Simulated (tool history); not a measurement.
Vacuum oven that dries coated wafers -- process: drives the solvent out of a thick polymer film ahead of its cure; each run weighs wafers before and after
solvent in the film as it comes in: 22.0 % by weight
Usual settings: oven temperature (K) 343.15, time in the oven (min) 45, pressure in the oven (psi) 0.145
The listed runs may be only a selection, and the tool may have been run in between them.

| run | hour | oven temperature (K) | time in the oven (min) | pressure in the oven (psi) | solvent left in the film (%) |
|---|---|---|---|---|---|
| 1 | 0 | 343.15 | 45 | 0.145 | 4.97 |
| 2 | 28.1 | 355.15 | 45 | 0.145 | 1.36 |
| 3 | 53.3 | 343.15 | 45 | 0.145 | 4.98 |
| 4 | 82 | 343.15 | 45 | 0.116 | 4.84 |
| 5 | 107.1 | 343.15 | 45 | 0.145 | 4.94 |
| 6 | 127.3 | 343.15 | 45 | 0.145 | 4.92 |
| 7 | 142.8 | 343.15 | 26 | 0.145 | 8.32 |
| 8 | 156.2 | 343.15 | 26 | 0.145 | 8.36 |
| 9 | 178.1 | 343.15 | 26 | 0.145 | 8.52 |
| 10 | 198.6 | 343.15 | 26 | 0.145 | 8.42 |
| 11 | 213 | 344.15 | 31 | 0.145 | 6.83 |

What does the tool deliver on the next run?
| 12 | 243.2 | 355.15 | 31 | 0.081 | ? |

solvent left in the film (%): 2.84
Without the tool's hidden state the same run would have given solvent left in the film (%) 2.86.

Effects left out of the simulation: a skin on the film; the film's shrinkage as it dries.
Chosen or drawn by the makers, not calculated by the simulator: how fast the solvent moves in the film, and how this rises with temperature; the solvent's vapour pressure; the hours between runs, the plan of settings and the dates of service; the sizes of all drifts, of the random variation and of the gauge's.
